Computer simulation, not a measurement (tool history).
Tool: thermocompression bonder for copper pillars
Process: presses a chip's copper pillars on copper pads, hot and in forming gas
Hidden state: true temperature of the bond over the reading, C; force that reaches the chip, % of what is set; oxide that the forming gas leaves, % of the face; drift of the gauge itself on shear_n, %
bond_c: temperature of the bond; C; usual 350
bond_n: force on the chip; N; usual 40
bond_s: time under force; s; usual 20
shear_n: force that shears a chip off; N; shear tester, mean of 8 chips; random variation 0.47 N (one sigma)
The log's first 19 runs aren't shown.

run,hour,bond_c,bond_n,bond_s,hours of work since the heater was calibrated,hours of work since the force cell was calibrated,hours of work since the gas filter was changed,shear_n
20,183.1,350,42,20,297,350,297,65.9
21,188.8,350,40,50,300,353,300,79.2
22,198.1,352,52,20,306,359,306,74.9
# hour 201.3: forming gas filter changed
23,208.6,376,53,24,312,365,4,89.3
24,216.1,338,35,10,316,369,9,42.9
25,223.6,350,32,22,320,373,13,56.8
26,231.2,350,52,45,325,378,17,90.6
27,242.2,376,41,56,331,384,24,92.8
28,250.9,376,41,56,336,389,29,92
29,262,377,40,20,342,395,35,74.8
30,271.2,333,31,20,348,401,40,48.6
31,282.7,379,27,12,354,407,47,48.6
32,292.4,350,40,19,360,413,53,65.1
33,303.7,321,43,11,366,419,59,46.5
34,315.9,353,44,20,373,426,66,71.1
35,327.4,369,33,20,380,433,73,64.5
36,339.3,376,56,28,387,440,80,92.3
37,352.1,350,40,34,394,447,87,76.2
38,359.1,341,30,34,398,451,91,59
39,371.9,370,30,10,406,459,98,46.9
40,379.3,350,40,56,410,463,103,83.4

Forecast each of these 3 alternatives for the next run:
A,388.7,356,43,56,415,468,108,?
B,388.7,350,40,12,415,468,108,?
C,388.7,345,40,13,415,468,108,?

run,shear_n
A,87.3
B,55.8
C,55.1
Without the tool's hidden state the same runs would have given:
run,shear_n
A,87
B,54.6
C,53.9
